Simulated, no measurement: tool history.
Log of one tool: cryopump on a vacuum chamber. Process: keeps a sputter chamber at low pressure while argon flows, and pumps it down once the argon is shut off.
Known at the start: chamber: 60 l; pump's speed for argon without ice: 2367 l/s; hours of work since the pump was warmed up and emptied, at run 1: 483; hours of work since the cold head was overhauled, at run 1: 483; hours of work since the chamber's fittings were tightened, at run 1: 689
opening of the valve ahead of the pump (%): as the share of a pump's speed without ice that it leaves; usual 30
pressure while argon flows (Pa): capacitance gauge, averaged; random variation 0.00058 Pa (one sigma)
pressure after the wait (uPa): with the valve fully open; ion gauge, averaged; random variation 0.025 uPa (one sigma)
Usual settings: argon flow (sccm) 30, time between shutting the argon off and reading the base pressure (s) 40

run,hour,argon flow (sccm),time between shutting the argon off and reading the base pressure (s),opening of the valve ahead of the pump (%),hours of work since the pump was warmed up and emptied,hours of work since the cold head was overhauled,hours of work since the chamber's fittings were tightened,pressure while argon flows (Pa),pressure after the wait (uPa)
1,0.0,30,40,30,483,483,689,0.0800,1.79
2,75.6,30,40,30,533,533,739,0.0796,1.77
3,147.7,30,40,30,581,581,786,0.0813,1.91
4,190.7,30,40,30,609,609,815,0.0815,1.99
5,228.2,30,40,30,634,634,840,0.0825,2.00
6,295.6,30,40,30,679,679,884,0.0850,2.03
# hour 319.3: pump warmed up, emptied and cooled again
7,351.0,30,40,30,21,712,917,0.0719,1.74
8,395.7,30,40,30,50,741,947,0.0721,1.80
9,428.9,30,40,37,72,763,969,0.0592,1.85
10,462.0,30,40,37,94,785,991,0.0599,1.75
11,529.6,30,65,37,139,830,1035,0.0597,1.47
12,591.4,44,36,22,180,871,1076,0.1472,1.96
13,632.5,22,93,16,207,898,1103,0.1009,1.43
14,681.7,22,93,16,239,930,1136,0.1011,1.49
15,715.2,39,203,16,261,953,1158,0.1792,1.24
16,766.6,39,203,16,295,986,1192,0.1787,1.26
17,806.4,30,40,27,322,1013,1218,0.0825,2.05
18,845.3,30,40,27,347,1038,1244,0.0841,2.10
19,915.9,37,36,55,394,1085,1291,0.0554,2.35

Hidden state or all else? Some run-to-run changes of pressure while argon flows (Pa), split into what the settings, what came in and random variation would give without the hidden state, and what is left for the hidden state (with any gauge scatter that isn't in both results):
The hidden state here: pump's speed, % of a pump's without ice; cold plate's temperature, K; leak into the chamber, uPa l/s; drift of the gauge itself on working_pa, %; drift of the gauge itself on base_upa, %.
Run 6 -> 7: pump warmed up, emptied and cooled again. pressure while argon flows (Pa) -0.0131: hidden state -0.0115, all else -0.0016.
Run 16 -> 17: argon flow (sccm) 39 -> 30, time between shutting the argon off and reading the base pressure (s) 203 -> 40, opening of the valve ahead of the pump (%) 16 -> 27. pressure while argon flows (Pa) -0.0962: hidden state -0.0008, all else -0.0954.
